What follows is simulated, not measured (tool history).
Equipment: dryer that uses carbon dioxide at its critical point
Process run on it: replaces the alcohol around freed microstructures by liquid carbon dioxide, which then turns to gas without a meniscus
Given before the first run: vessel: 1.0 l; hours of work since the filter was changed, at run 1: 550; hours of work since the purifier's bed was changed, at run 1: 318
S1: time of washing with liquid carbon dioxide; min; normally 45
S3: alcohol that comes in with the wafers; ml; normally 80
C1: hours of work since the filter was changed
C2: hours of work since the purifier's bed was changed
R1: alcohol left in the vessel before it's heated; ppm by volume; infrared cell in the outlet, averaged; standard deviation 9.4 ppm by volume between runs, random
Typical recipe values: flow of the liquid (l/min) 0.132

run 1 hour=0 | S1=45 flow_of_the_liquid_(l/min)=0.132 S3=80 | C1=550 C2=318 | R1=769
run 2 hour=18.1 | S1=39 flow_of_the_liquid_(l/min)=0.132 S3=80 | C1=561 C2=329 | R1=1409
run 3 hour=26.9 | S1=39 flow_of_the_liquid_(l/min)=0.132 S3=80 | C1=566 C2=334 | R1=1391
run 4 hour=36.4 | S1=39 flow_of_the_liquid_(l/min)=0.132 S3=80 | C1=572 C2=340 | R1=1354
-- hour=38.7 inlet filter changed
run 5 hour=54.8 | S1=45 flow_of_the_liquid_(l/min)=0.144 S3=80 | C1=10 C2=351 | R1=382
run 6 hour=64.4 | S1=45 flow_of_the_liquid_(l/min)=0.139 S3=80 | C1=16 C2=357 | R1=460
run 7 hour=83.7 | S1=45 flow_of_the_liquid_(l/min)=0.139 S3=80 | C1=28 C2=369 | R1=475
run 8 hour=104.7 | S1=45 flow_of_the_liquid_(l/min)=0.139 S3=80 | C1=41 C2=382 | R1=461
run 9 hour=120.1 | S1=45 flow_of_the_liquid_(l/min)=0.132 S3=80 | C1=50 C2=391 | R1=616
run 10 hour=139.7 | S1=29 flow_of_the_liquid_(l/min)=0.132 S3=80 | C1=62 C2=403 | R1=3246
run 11 hour=152.8 | S1=45 flow_of_the_liquid_(l/min)=0.132 S3=114 | C1=70 C2=411 | R1=836
run 12 hour=165.3 | S1=45 flow_of_the_liquid_(l/min)=0.132 S3=114 | C1=78 C2=419 | R1=854
run 13 hour=180.3 | S1=45 flow_of_the_liquid_(l/min)=0.124 S3=80 | C1=87 C2=428 | R1=811
run 14 hour=189.8 | S1=45 flow_of_the_liquid_(l/min)=0.124 S3=80 | C1=93 C2=434 | R1=804
run 15 hour=208.6 | S1=45 flow_of_the_liquid_(l/min)=0.124 S3=80 | C1=105 C2=446 | R1=830
run 16 hour=229.1 | S1=45 flow_of_the_liquid_(l/min)=0.124 S3=80 | C1=117 C2=458 | R1=845
run 17 hour=250.1 | S1=45 flow_of_the_liquid_(l/min)=0.124 S3=80 | C1=130 C2=471 | R1=828
run 18 hour=264 | S1=45 flow_of_the_liquid_(l/min)=0.132 S3=80 | C1=139 C2=480 | R1=634
run 19 hour=284.7 | S1=45 flow_of_the_liquid_(l/min)=0.191 S3=80 | C1=151 C2=492 | R1=130
run 20 hour=301.8 | S1=71 flow_of_the_liquid_(l/min)=0.191 S3=80 | C1=162 C2=503 | R1=64
run 21 hour=314.5 | S1=45 flow_of_the_liquid_(l/min)=0.098 S3=80 | C1=170 C2=511 | R1=2156
run 22 hour=330.7 | S1=45 flow_of_the_liquid_(l/min)=0.098 S3=80 | C1=180 C2=521 | R1=2175
run 23 hour=344.1 | S1=45 flow_of_the_liquid_(l/min)=0.138 S3=80 | C1=188 C2=529 | R1=531
run 24 hour=363.8 | S1=45 flow_of_the_liquid_(l/min)=0.132 S3=80 | C1=200 C2=541 | R1=670
run 25 hour=381.6 | S1=45 flow_of_the_liquid_(l/min)=0.154 S3=33 | C1=211 C2=552 | R1=175
run 26 hour=401.9 | S1=45 flow_of_the_liquid_(l/min)=0.154 S3=33 | C1=224 C2=565 | R1=186
run 27 hour=412.7 | S1=58 flow_of_the_liquid_(l/min)=0.209 S3=106 | C1=230 C2=571 | R1=81
run 28 hour=431.3 | S1=58 flow_of_the_liquid_(l/min)=0.132 S3=80 | C1=242 C2=583 | R1=233
run 29 hour=445.4 | S1=45 flow_of_the_liquid_(l/min)=0.132 S3=100 | C1=250 C2=591 | R1=848
run 30 hour=455.3 | S1=45 flow_of_the_liquid_(l/min)=0.132 S3=100 | C1=256 C2=597 | R1=861
run 31 hour=474 | S1=45 flow_of_the_liquid_(l/min)=0.176 S3=67 | C1=268 C2=609 | R1=174
run 32 hour=483.3 | S1=71 flow_of_the_liquid_(l/min)=0.199 S3=67 | C1=274 C2=615 | R1=82
run 33 hour=502.3 | S1=45 flow_of_the_liquid_(l/min)=0.145 S3=96 | C1=285 C2=626 | R1=553
run 34 hour=517.6 | S1=32 flow_of_the_liquid_(l/min)=0.219 S3=25 | C1=295 C2=636 | R1=164
run 35 hour=536.3 | S1=32 flow_of_the_liquid_(l/min)=0.156 S3=25 | C1=306 C2=647 | R1=504
run 36 hour=548.1 | S1=32 flow_of_the_liquid_(l/min)=0.156 S3=25 | C1=314 C2=655 | R1=514
run 37 hour=563.2 | S1=32 flow_of_the_liquid_(l/min)=0.156 S3=25 | C1=323 C2=664 | R1=506
run 38 hour=573.9 | S1=32 flow_of_the_liquid_(l/min)=0.156 S3=25 | C1=329 C2=670 | R1=513
run 39 hour=594.4 | S1=32 flow_of_the_liquid_(l/min)=0.156 S3=25 | C1=342 C2=683 | R1=538
run 40 hour=611.3 | S1=54 flow_of_the_liquid_(l/min)=0.132 S3=47 | C1=352 C2=693 | R1=232
run 41 hour=620.6 | S1=27 flow_of_the_liquid_(l/min)=0.096 S3=27 | C1=358 C2=699 | R1=3516
run 42 hour=640.1 | S1=27 flow_of_the_liquid_(l/min)=0.096 S3=27 | C1=370 C2=711 | R1=3523
run 43 hour=652.6 | S1=42 flow_of_the_liquid_(l/min)=0.146 S3=34 | C1=378 C2=719 | R1=333
run 44 hour=674.3 | S1=42 flow_of_the_liquid_(l/min)=0.081 S3=34 | C1=391 C2=732 | R1=2286
run 45 hour=686.2 | S1=42 flow_of_the_liquid_(l/min)=0.081 S3=34 | C1=399 C2=740 | R1=2403
run 46 hour=699.4 | S1=42 flow_of_the_liquid_(l/min)=0.081 S3=34 | C1=407 C2=748 | R1=2339
run 47 hour=720.2 | S1=41 flow_of_the_liquid_(l/min)=0.152 S3=80 | C1=419 C2=761 | R1=618

Across each entry between runs, compare the hidden state at the last listed run before it with the hidden state at the first listed run after it:
Runs 4 to 5: inlet filter changed (hour 38.7)
  flow that reaches the vessel past the clogged filter, %: 93.7 -> 99.6; alcohol in the recycled carbon dioxide, ppm: 47.8 -> 49.1
  measured minus no-state result, R1: +359 -> +51 ppm by volume
